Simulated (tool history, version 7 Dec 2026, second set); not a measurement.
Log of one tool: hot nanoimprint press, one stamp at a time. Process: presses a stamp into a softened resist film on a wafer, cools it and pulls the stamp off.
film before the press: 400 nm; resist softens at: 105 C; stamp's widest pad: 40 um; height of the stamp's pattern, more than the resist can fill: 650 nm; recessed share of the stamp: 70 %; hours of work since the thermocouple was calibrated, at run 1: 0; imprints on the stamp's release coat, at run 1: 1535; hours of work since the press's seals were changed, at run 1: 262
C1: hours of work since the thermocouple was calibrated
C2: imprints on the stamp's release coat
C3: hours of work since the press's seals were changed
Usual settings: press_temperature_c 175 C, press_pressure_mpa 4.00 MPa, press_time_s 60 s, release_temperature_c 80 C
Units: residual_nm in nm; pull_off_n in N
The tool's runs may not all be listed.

run 1 hour=0.0 | press_temperature_c=175 press_pressure_mpa=4.00 press_time_s=60 release_temperature_c=80 | C1=0 C2=1535 C3=262 | residual_nm=149.3 pull_off_n=238
run 2 hour=56.5 | press_temperature_c=175 press_pressure_mpa=4.00 press_time_s=60 release_temperature_c=80 | C1=41 C2=1690 C3=302 | residual_nm=149.8 pull_off_n=246
-- hour=113.1 stamp cleaned and given a new release coat
run 3 hour=136.3 | press_temperature_c=175 press_pressure_mpa=4.00 press_time_s=60 release_temperature_c=80 | C1=94 C2=64 C3=356 | residual_nm=147.1 pull_off_n=186
run 4 hour=204.1 | press_temperature_c=175 press_pressure_mpa=4.00 press_time_s=60 release_temperature_c=80 | C1=143 C2=249 C3=404 | residual_nm=146.3 pull_off_n=202
run 5 hour=244.3 | press_temperature_c=175 press_pressure_mpa=4.00 press_time_s=60 release_temperature_c=80 | C1=172 C2=359 C3=433 | residual_nm=145.8 pull_off_n=205
-- hour=251.5 plate thermocouple calibrated
run 6 hour=288.7 | press_temperature_c=175 press_pressure_mpa=4.00 press_time_s=60 release_temperature_c=80 | C1=27 C2=473 C3=463 | residual_nm=142.5 pull_off_n=203
-- hour=356.6 press's hydraulic seals changed and the load cell set to zero
run 7 hour=369.8 | press_temperature_c=175 press_pressure_mpa=4.00 press_time_s=112 release_temperature_c=80 | C1=79 C2=672 C3=9 | residual_nm=106.3 pull_off_n=213
run 8 hour=414.1 | press_temperature_c=175 press_pressure_mpa=4.00 press_time_s=112 release_temperature_c=80 | C1=111 C2=793 C3=41 | residual_nm=106.1 pull_off_n=210
run 9 hour=457.7 | press_temperature_c=174 press_pressure_mpa=3.92 press_time_s=64 release_temperature_c=70 | C1=143 C2=913 C3=73 | residual_nm=140.6 pull_off_n=253
run 10 hour=508.6 | press_temperature_c=175 press_pressure_mpa=2.99 press_time_s=60 release_temperature_c=80 | C1=179 C2=1052 C3=109 | residual_nm=156.5 pull_off_n=220
run 11 hour=556.5 | press_temperature_c=177 press_pressure_mpa=3.03 press_time_s=52 release_temperature_c=69 | C1=214 C2=1183 C3=144 | residual_nm=150.2 pull_off_n=278
-- hour=599.5 plate thermocouple calibrated, once more
run 12 hour=606.5 | press_temperature_c=177 press_pressure_mpa=3.03 press_time_s=52 release_temperature_c=69 | C1=5 C2=1312 C3=178 | residual_nm=161.1 pull_off_n=285
run 13 hour=666.4 | press_temperature_c=177 press_pressure_mpa=3.29 press_time_s=31 release_temperature_c=66 | C1=48 C2=1475 C3=221 | residual_nm=187.0 pull_off_n=290
run 14 hour=739.8 | press_temperature_c=177 press_pressure_mpa=3.29 press_time_s=31 release_temperature_c=66 | C1=101 C2=1676 C3=274 | residual_nm=184.3 pull_off_n=304
-- hour=802.6 stamp cleaned and given a new release coat
run 15 hour=817.3 | press_temperature_c=177 press_pressure_mpa=3.29 press_time_s=31 release_temperature_c=66 | C1=152 C2=40 C3=325 | residual_nm=182.2 pull_off_n=233
run 16 hour=876.3 | press_temperature_c=176 press_pressure_mpa=3.00 press_time_s=34 release_temperature_c=85 | C1=195 C2=201 C3=368 | residual_nm=191.2 pull_off_n=180

4 ways to go on from here, each from the tool as it stands after run 16. What would each give?
run A hour=940.2 | press_temperature_c=176 press_pressure_mpa=3.00 press_time_s=76 release_temperature_c=76 | C1=241 C2=376 C3=414 | residual_nm=? pull_off_n=?
run B hour=940.2 | press_temperature_c=164 press_pressure_mpa=4.00 press_time_s=60 release_temperature_c=84 | C1=241 C2=376 C3=414 | residual_nm=? pull_off_n=?
run C hour=940.2 | press_temperature_c=170 press_pressure_mpa=3.00 press_time_s=38 release_temperature_c=86 | C1=241 C2=376 C3=414 | residual_nm=? pull_off_n=?
run D hour=940.2 | press_temperature_c=177 press_pressure_mpa=3.04 press_time_s=34 release_temperature_c=88 | C1=241 C2=376 C3=414 | residual_nm=? pull_off_n=?

run=A residual_nm=139.3 pull_off_n=213
run=B residual_nm=240.7 pull_off_n=191
run=C residual_nm=237.5 pull_off_n=184
run=D residual_nm=182.2 pull_off_n=175
Without the tool's hidden state the same runs would have given:
run=A residual_nm=146.1 pull_off_n=204
run=B residual_nm=250.7 pull_off_n=184
run=C residual_nm=246.9 pull_off_n=177
run=D residual_nm=190.1 pull_off_n=169

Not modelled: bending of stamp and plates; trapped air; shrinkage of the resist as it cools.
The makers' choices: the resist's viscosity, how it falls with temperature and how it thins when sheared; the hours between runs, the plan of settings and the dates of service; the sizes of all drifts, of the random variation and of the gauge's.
